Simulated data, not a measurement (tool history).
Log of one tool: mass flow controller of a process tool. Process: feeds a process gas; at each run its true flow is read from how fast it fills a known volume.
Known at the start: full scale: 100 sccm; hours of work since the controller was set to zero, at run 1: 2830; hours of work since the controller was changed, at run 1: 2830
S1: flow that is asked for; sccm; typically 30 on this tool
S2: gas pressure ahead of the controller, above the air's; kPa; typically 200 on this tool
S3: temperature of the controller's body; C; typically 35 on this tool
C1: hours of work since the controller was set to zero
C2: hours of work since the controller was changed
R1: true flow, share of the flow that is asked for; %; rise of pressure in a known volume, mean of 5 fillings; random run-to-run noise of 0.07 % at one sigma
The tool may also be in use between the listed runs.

{"run": 1, "hour": 0.0, "S1": 30, "S2": 200, "S3": 35, "C1": 2830, "C2": 2830, "R1": 98.37}
{"run": 2, "hour": 192.1, "S1": 62, "S2": 200, "S3": 35, "C1": 2891, "C2": 2891, "R1": 99.55}
{"run": 3, "hour": 299.7, "S1": 62, "S2": 200, "S3": 35, "C1": 2925, "C2": 2925, "R1": 99.64}
{"run": 4, "hour": 424.2, "S1": 62, "S2": 200, "S3": 35, "C1": 2965, "C2": 2965, "R1": 99.48}
{"run": 5, "hour": 581.1, "S1": 62, "S2": 200, "S3": 35, "C1": 3015, "C2": 3015, "R1": 99.5}
{"run": 6, "hour": 750.1, "S1": 62, "S2": 200, "S3": 35, "C1": 3068, "C2": 3068, "R1": 99.39}
{"run": 7, "hour": 969.2, "S1": 62, "S2": 226, "S3": 35, "C1": 3138, "C2": 3138, "R1": 99.51}
{"run": 8, "hour": 1127.4, "S1": 62, "S2": 226, "S3": 35, "C1": 3188, "C2": 3188, "R1": 99.52}
{"run": 9, "hour": 1336.0, "S1": 30, "S2": 199, "S3": 31, "C1": 3254, "C2": 3254, "R1": 97.8}
{"run": 10, "hour": 1559.1, "S1": 23, "S2": 184, "S3": 29, "C1": 3325, "C2": 3325, "R1": 97.45}
{"run": 11, "hour": 1771.7, "S1": 23, "S2": 184, "S3": 29, "C1": 3393, "C2": 3393, "R1": 97.29}
{"run": 12, "hour": 1907.1, "S1": 83, "S2": 200, "S3": 32, "C1": 3436, "C2": 3436, "R1": 99.53}

What if the next run were any one of these 4? Each begins from the tool's condition after run 12:
{"run": "A", "hour": 2050.1, "S1": 30, "S2": 166, "S3": 22, "C1": 3481, "C2": 3481, "R1": "?"}
{"run": "B", "hour": 2050.1, "S1": 36, "S2": 185, "S3": 32, "C1": 3481, "C2": 3481, "R1": "?"}
{"run": "C", "hour": 2050.1, "S1": 11, "S2": 200, "S3": 38, "C1": 3481, "C2": 3481, "R1": "?"}
{"run": "D", "hour": 2050.1, "S1": 26, "S2": 196, "S3": 23, "C1": 3481, "C2": 3481, "R1": "?"}

run=A R1=96.89
run=B R1=97.9
run=C R1=97.71
run=D R1=96.98
Stripped of hidden state, with their random variation kept, the same runs would have yielded:
run=A R1=97.37
run=B R1=98.39
run=C R1=98.18
run=D R1=97.46

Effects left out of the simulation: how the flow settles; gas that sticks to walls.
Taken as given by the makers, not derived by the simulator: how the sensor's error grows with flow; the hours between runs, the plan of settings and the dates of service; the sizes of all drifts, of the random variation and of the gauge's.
